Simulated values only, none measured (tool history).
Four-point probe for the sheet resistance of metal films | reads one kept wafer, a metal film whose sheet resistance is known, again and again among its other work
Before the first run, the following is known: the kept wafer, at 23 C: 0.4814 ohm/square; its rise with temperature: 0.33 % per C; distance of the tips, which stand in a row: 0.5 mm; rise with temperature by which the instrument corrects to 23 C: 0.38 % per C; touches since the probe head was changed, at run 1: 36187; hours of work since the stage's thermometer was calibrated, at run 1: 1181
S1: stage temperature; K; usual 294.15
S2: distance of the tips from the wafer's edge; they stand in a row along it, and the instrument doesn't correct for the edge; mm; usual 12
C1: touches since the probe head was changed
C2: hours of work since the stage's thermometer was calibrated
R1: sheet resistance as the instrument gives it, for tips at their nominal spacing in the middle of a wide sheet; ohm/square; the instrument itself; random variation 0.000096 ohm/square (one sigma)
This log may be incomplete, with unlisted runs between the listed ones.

run	hour	S1	S2	C1	C2	R1
1	0.0	294.15	12	36187	1181	0.477509
2	76.9	294.15	12	40052	1234	0.477165
3	133.2	294.15	12	42884	1272	0.476850
4	205.0	294.15	12	46496	1321	0.476437
5	299.3	294.15	63	51235	1385	0.475896
6	346.5	294.15	12	53608	1417	0.476036
7	422.5	294.15	12	57429	1468	0.475692
8	474.1	294.15	12	60023	1503	0.475477
9	532.2	294.15	13	62941	1543	0.475110
10	584.8	294.15	13	65590	1579	0.475038
11	643.3	294.15	13	68527	1618	0.474684
12	737.1	294.15	13	73242	1682	0.474249
13	806.5	294.15	12	76733	1729	0.473997
14	880.0	294.15	12	80430	1779	0.473752
15	929.2	294.15	4	82902	1812	0.477050
16	983.5	294.15	20	85631	1849	0.473197
17	1069.1	294.15	42	89937	1907	0.472752
18	1142.9	294.15	42	93647	1958	0.472255
19	1184.9	294.15	42	95756	1986	0.472217
# hour 1216.4: stage's thermometer calibrated
# hour 1249.1: new probe head fitted
20	1254.5	306.15	30	272	25	0.479406
21	1343.2	305.15	29	4731	85	0.478935
22	1410.8	305.15	29	8128	131	0.478813
23	1459.3	305.15	29	10566	164	0.478514
24	1533.3	295.15	14	14290	215	0.480528
25	1621.1	304.15	23	18702	274	0.478224
26	1715.9	302.15	12	23471	339	0.478488
27	1800.7	299.15	26	27732	396	0.478502
28	1863.9	299.15	26	30908	439	0.478312
29	1945.9	299.15	26	35030	495	0.478042
30	2007.8	296.15	7	38145	537	0.479559
31	2049.1	298.15	12	40222	565	0.477980
32	2118.1	301.15	31	43687	612	0.477015
33	2216.8	308.15	7	48651	679	0.476369
34	2277.7	296.15	45	51712	720	0.477145
35	2364.6	303.15	64	56083	779	0.475511
36	2455.8	303.15	64	60665	841	0.474920
37	2496.3	293.15	9	62700	869	0.477735

Take each entry between the runs: how does the hidden state at the last listed run before it differ from the hidden state at the first listed run after it?
From run 19 to run 20: stage's thermometer calibrated (hour 1216.4); new probe head fitted (hour 1249.1)
  inner tips' distance over the nominal, %: -1.66 -> -0.058; tips' flats over new ones', %: 46 -> 0; wafer's true temperature over the reading, C: -0.63 -> 0.08
  difference, measured minus the result without the unlogged condition, R1: -0.009637 -> -0.000171 ohm/square
